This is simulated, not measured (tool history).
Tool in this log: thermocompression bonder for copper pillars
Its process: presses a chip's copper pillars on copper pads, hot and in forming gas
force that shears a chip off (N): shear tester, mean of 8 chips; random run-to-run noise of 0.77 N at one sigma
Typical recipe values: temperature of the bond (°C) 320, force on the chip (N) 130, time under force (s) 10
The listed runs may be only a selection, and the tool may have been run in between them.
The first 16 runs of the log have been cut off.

run,hour,temperature of the bond (°C),force on the chip (N),time under force (s),hours of work since the heater was calibrated,hours of work since the force cell was calibrated,hours of work since the gas filter was changed,force that shears a chip off (N)
17,874.4,340,130,10,142,505,290,72.0
# hour 911.0: forming gas filter changed
18,915.0,320,130,10,159,522,2,68.9
19,970.9,320,130,10,182,545,25,68.4
20,1005.7,320,130,23,197,560,40,85.1
21,1063.7,320,130,23,221,584,64,84.7
22,1112.1,329,93,7,242,604,85,48.2
23,1178.5,336,157,28,270,632,112,100.4
24,1218.7,336,157,28,287,649,129,98.6
25,1260.2,316,97,10,304,667,147,51.8
26,1294.8,305,130,10,319,681,161,58.1
27,1332.9,305,130,10,335,697,177,58.6
28,1410.7,305,168,7,367,730,210,64.5
29,1455.3,319,87,15,386,749,229,52.7
30,1530.7,319,87,15,418,780,260,52.8
31,1585.1,319,87,15,441,803,283,53.3
# hour 1636.4: forming gas filter changed
32,1637.7,320,86,16,462,825,1,57.9
33,1702.8,309,148,20,490,853,28,84.4
34,1762.4,309,97,20,515,878,53,63.0
35,1827.2,336,130,7,542,905,80,68.6
36,1861.5,320,152,12,557,919,95,79.6
37,1916.7,340,129,15,580,942,118,83.8
38,1957.1,340,129,5,597,959,135,62.6
39,2008.5,330,129,18,618,981,156,82.0

Predict each of these 4 candidate next runs independently; none follows another, all start after run 39:
A,2070.6,320,82,10,644,1007,183,?
B,2070.6,315,153,5,644,1007,183,?
C,2070.6,320,193,28,644,1007,183,?
D,2070.6,307,121,12,644,1007,183,?

run,force that shears a chip off (N)
A,44.4
B,58.6
C,99.0
D,60.7
With no hidden state in the tool, these same runs would have given:
run,force that shears a chip off (N)
A,46.1
B,60.9
C,104.4
D,63.0

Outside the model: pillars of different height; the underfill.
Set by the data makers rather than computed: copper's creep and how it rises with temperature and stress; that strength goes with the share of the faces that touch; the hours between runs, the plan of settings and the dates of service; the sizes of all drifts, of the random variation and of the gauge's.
